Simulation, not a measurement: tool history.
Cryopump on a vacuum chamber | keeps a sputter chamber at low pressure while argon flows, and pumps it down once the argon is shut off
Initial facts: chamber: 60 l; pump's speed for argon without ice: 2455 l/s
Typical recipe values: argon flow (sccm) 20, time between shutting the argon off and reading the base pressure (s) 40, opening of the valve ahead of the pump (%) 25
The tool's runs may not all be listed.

| run | day | argon flow (sccm) | time between shutting the argon off and reading the base pressure (s) | opening of the valve ahead of the pump (%) | pressure while argon flows (Pa) | pressure after the wait (uPa) |
|---|---|---|---|---|---|---|
| 1 | 0 | 20 | 40 | 25 | 0.056 | 1.95 |
| 2 | 1.271 | 20 | 25 | 25 | 0.0561 | 2.91 |
| 3 | 2.221 | 35 | 25 | 25 | 0.0969 | 2.92 |
| 4 | 3.438 | 20 | 25 | 25 | 0.0551 | 2.89 |
| 5 | 4.417 | 20 | 79 | 25 | 0.0556 | 1.26 |
| 6 | 5.388 | 20 | 40 | 36 | 0.0386 | 1.97 |
| 7 | 6.242 | 14 | 40 | 36 | 0.0272 | 2.02 |
| 8 | 7.854 | 20 | 40 | 22 | 0.0632 | 2.06 |
| 9 | 9.458 | 20 | 40 | 22 | 0.063 | 1.97 |
| 10 | 10.758 | 20 | 40 | 22 | 0.0634 | 2.05 |
| 11 | 11.604 | 20 | 40 | 38 | 0.0372 | 2.03 |
| 12 | 13.062 | 20 | 40 | 38 | 0.037 | 1.99 |
| 13 | 13.917 | 20 | 40 | 38 | 0.0368 | 2.03 |
| 14 | 15.033 | 20 | 40 | 38 | 0.0371 | 2.1 |
| 15 | 16.046 | 20 | 40 | 38 | 0.0369 | 2.02 |
| 16 | 17.262 | 20 | 40 | 25 | 0.0559 | 2.05 |
|  | 18.933 | leaking fittings of the chamber tightened, without venting |
| 17 | 18.933 | 20 | 40 | 25 | 0.0557 | 1.59 |
| 18 | 20.425 | 20 | 40 | 25 | 0.0557 | 1.6 |
| 19 | 21.717 | 20 | 40 | 30 | 0.0465 | 1.58 |
| 20 | 22.692 | 20 | 224 | 25 | 0.0554 | 0.45 |
| 21 | 24.029 | 22 | 78 | 25 | 0.0618 | 0.89 |
| 22 | 25.338 | 11 | 53 | 25 | 0.0308 | 1.17 |
| 23 | 26.858 | 9 | 34 | 26 | 0.0243 | 1.81 |
| 24 | 28.258 | 34 | 275 | 25 | 0.0957 | 0.4 |
| 25 | 29.875 | 34 | 275 | 25 | 0.0957 | 0.36 |
| 26 | 31.008 | 31 | 40 | 25 | 0.0874 | 1.7 |
| 27 | 32.488 | 31 | 40 | 25 | 0.0883 | 1.65 |
| 28 | 33.996 | 20 | 40 | 25 | 0.0565 | 1.64 |
| 29 | 35.379 | 9 | 40 | 22 | 0.0286 | 1.7 |
| 30 | 36.208 | 10 | 94 | 41 | 0.0175 | 0.83 |
| 31 | 37.725 | 21 | 230 | 36 | 0.0415 | 0.46 |
| 32 | 38.704 | 21 | 230 | 16 | 0.0922 | 0.45 |
| 33 | 39.979 | 21 | 230 | 16 | 0.092 | 0.48 |
| 34 | 41.188 | 21 | 61 | 16 | 0.092 | 1.15 |

Forecast each of these 3 alternatives for the next run:
| A | 42.583 | 12 | 61 | 42 | ? | ? |
| B | 42.583 | 10 | 40 | 25 | ? | ? |
| C | 42.583 | 21 | 29 | 16 | ? | ? |

| run | pressure while argon flows (Pa) | pressure after the wait (uPa) |
|---|---|---|
| A | 0.0203 | 1.19 |
| B | 0.028 | 1.65 |
| C | 0.0918 | 2.28 |
What these runs would have given with no unlogged condition in the tool:
| run | pressure while argon flows (Pa) | pressure after the wait (uPa) |
|---|---|---|
| A | 0.0194 | 1.08 |
| B | 0.0273 | 1.54 |
| C | 0.0902 | 2.17 |

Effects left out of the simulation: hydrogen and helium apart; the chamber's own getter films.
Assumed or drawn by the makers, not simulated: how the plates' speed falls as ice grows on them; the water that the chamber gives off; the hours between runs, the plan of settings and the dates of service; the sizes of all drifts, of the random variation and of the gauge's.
